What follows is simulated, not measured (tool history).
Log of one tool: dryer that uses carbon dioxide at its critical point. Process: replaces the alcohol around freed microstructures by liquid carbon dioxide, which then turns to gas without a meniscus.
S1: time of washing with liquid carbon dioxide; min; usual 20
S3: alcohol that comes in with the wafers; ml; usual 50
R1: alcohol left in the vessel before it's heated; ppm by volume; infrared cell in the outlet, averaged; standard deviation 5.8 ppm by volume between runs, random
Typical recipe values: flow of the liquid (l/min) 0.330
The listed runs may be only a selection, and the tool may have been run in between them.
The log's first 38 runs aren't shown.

{"run": 39, "day": 9.871, "S1": 20, "flow of the liquid (l/min)": 0.469, "S3": 23, "R1": 143}
{"run": 40, "day": 10.233, "S1": 27, "flow of the liquid (l/min)": 0.268, "S3": 52, "R1": 334}
{"run": 41, "day": 10.392, "S1": 20, "flow of the liquid (l/min)": 0.268, "S3": 26, "R1": 540}
{"run": 42, "day": 10.633, "S1": 20, "flow of the liquid (l/min)": 0.268, "S3": 26, "R1": 558}
{"run": 43, "day": 10.971, "S1": 20, "flow of the liquid (l/min)": 0.239, "S3": 34, "R1": 1023}
{"run": 44, "day": 11.183, "S1": 20, "flow of the liquid (l/min)": 0.239, "S3": 34, "R1": 1030}
{"run": 45, "day": 11.392, "S1": 20, "flow of the liquid (l/min)": 0.239, "S3": 34, "R1": 1035}
{"run": 46, "day": 11.608, "S1": 20, "flow of the liquid (l/min)": 0.382, "S3": 50, "R1": 273}

Below are 4 alternative next runs, each starting from the tool's condition after run 46. Predict each:
{"run": "A", "day": 11.804, "S1": 20, "flow of the liquid (l/min)": 0.33, "S3": 22, "R1": "?"}
{"run": "B", "day": 11.804, "S1": 16, "flow of the liquid (l/min)": 0.214, "S3": 54, "R1": "?"}
{"run": "C", "day": 11.804, "S1": 20, "flow of the liquid (l/min)": 0.475, "S3": 92, "R1": "?"}
{"run": "D", "day": 11.804, "S1": 29, "flow of the liquid (l/min)": 0.283, "S3": 90, "R1": "?"}

run=A R1=290
run=B R1=4211
run=C R1=197
run=D R1=315
With no hidden state in the tool, these same runs would have given:
run=A R1=100
run=B R1=3211
run=C R1=34
run=D R1=104
